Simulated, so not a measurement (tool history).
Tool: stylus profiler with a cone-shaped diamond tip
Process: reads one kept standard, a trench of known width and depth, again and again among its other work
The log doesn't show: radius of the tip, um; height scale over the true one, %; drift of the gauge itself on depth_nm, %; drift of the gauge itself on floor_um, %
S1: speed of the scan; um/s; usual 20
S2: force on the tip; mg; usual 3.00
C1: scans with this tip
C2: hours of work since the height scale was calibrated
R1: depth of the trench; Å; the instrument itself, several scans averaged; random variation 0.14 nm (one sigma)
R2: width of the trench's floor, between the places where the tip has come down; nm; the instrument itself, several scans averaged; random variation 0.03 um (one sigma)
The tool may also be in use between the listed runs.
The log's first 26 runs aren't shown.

Run 27, hour 2665.1: usual settings but S1 12 um/s, S2 1.00 mg; C1 6257; C2 499. Result: R1 5057.5 Å, R2 46450 nm.
Run 28, hour 2785.9: usual settings but S1 63 um/s, S2 8.73 mg; C1 6915; C2 552. Result: R1 5206.2 Å, R2 46380 nm.
Run 29, hour 2872.4: usual settings but S1 70 um/s, S2 4.10 mg; C1 7386; C2 589. Result: R1 5129.2 Å, R2 46310 nm.
Run 30, hour 2990.5: usual settings but S1 14 um/s, S2 1.31 mg; C1 8028; C2 641. Result: R1 5068.4 Å, R2 46370 nm.
Run 31, hour 3129.5: usual settings but S1 14 um/s, S2 1.31 mg; C1 8785; C2 701. Result: R1 5072.6 Å, R2 46350 nm.
Run 32, hour 3237.1: usual settings but S1 9 um/s, S2 1.28 mg; C1 9370; C2 748. Result: R1 5070.4 Å, R2 46250 nm.
Run 33, hour 3382.0: usual settings but S1 5 um/s, S2 2.04 mg; C1 10158; C2 811. Result: R1 5093.7 Å, R2 46240 nm.
Run 34, hour 3491.2: usual settings but S1 5 um/s, S2 2.04 mg; C1 10753; C2 858. Result: R1 5091.9 Å, R2 46110 nm.
Run 35, hour 3561.6: usual settings but S1 5 um/s, S2 2.04 mg; C1 11136; C2 889. Result: R1 5094.9 Å, R2 46180 nm.
Run 36, hour 3699.9: usual settings but S1 41 um/s, S2 7.19 mg; C1 11888; C2 949. Result: R1 5192.1 Å, R2 46000 nm.
Run 37, hour 3827.4: usual settings but S1 7 um/s, S2 6.95 mg; C1 12582; C2 1004. Result: R1 5186.5 Å, R2 46120 nm.
Run 38, hour 3962.6: usual settings but S1 41 um/s, S2 6.50 mg; C1 13318; C2 1063. Result: R1 5181.7 Å, R2 45980 nm.
Run 39, hour 4057.8: usual settings but S1 41 um/s, S2 6.50 mg; C1 13836; C2 1104. Result: R1 5183.0 Å, R2 45950 nm.
Run 40, hour 4158.0: usual settings but S1 17 um/s, S2 2.66 mg; C1 14381; C2 1147. Result: R1 5115.3 Å, R2 45940 nm.
Run 41, hour 4227.5: usual settings but S1 12 um/s, S2 1.29 mg; C1 14759; C2 1178. Result: R1 5083.2 Å, R2 45920 nm.

4 ways to go on from here, each from the tool as it stands after run 41. What would each give?
Run A, hour 4309.2: usual settings but S1 59 um/s, S2 4.57 mg; C1 15203; C2 1213. Result: R1 ?, R2 ?.
Run B, hour 4309.2: usual settings but S1 32 um/s, S2 5.39 mg; C1 15203; C2 1213. Result: R1 ?, R2 ?.
Run C, hour 4309.2: usual settings but S1 10 um/s, S2 1.24 mg; C1 15203; C2 1213. Result: R1 ?, R2 ?.
Run D, hour 4309.2: usual settings but S1 42 um/s, S2 2.24 mg; C1 15203; C2 1213. Result: R1 ?, R2 ?.

run      R1     R2
  A  5158.2  45830
  B  5168.3  45900
  C  5081.4  45950
  D  5106.3  45890
Without the tool's hidden state the same runs would have given:
run      R1     R2
  A  5126.6  46910
  B  5136.6  46970
  C  5050.2  47020
  D  5074.9  46970
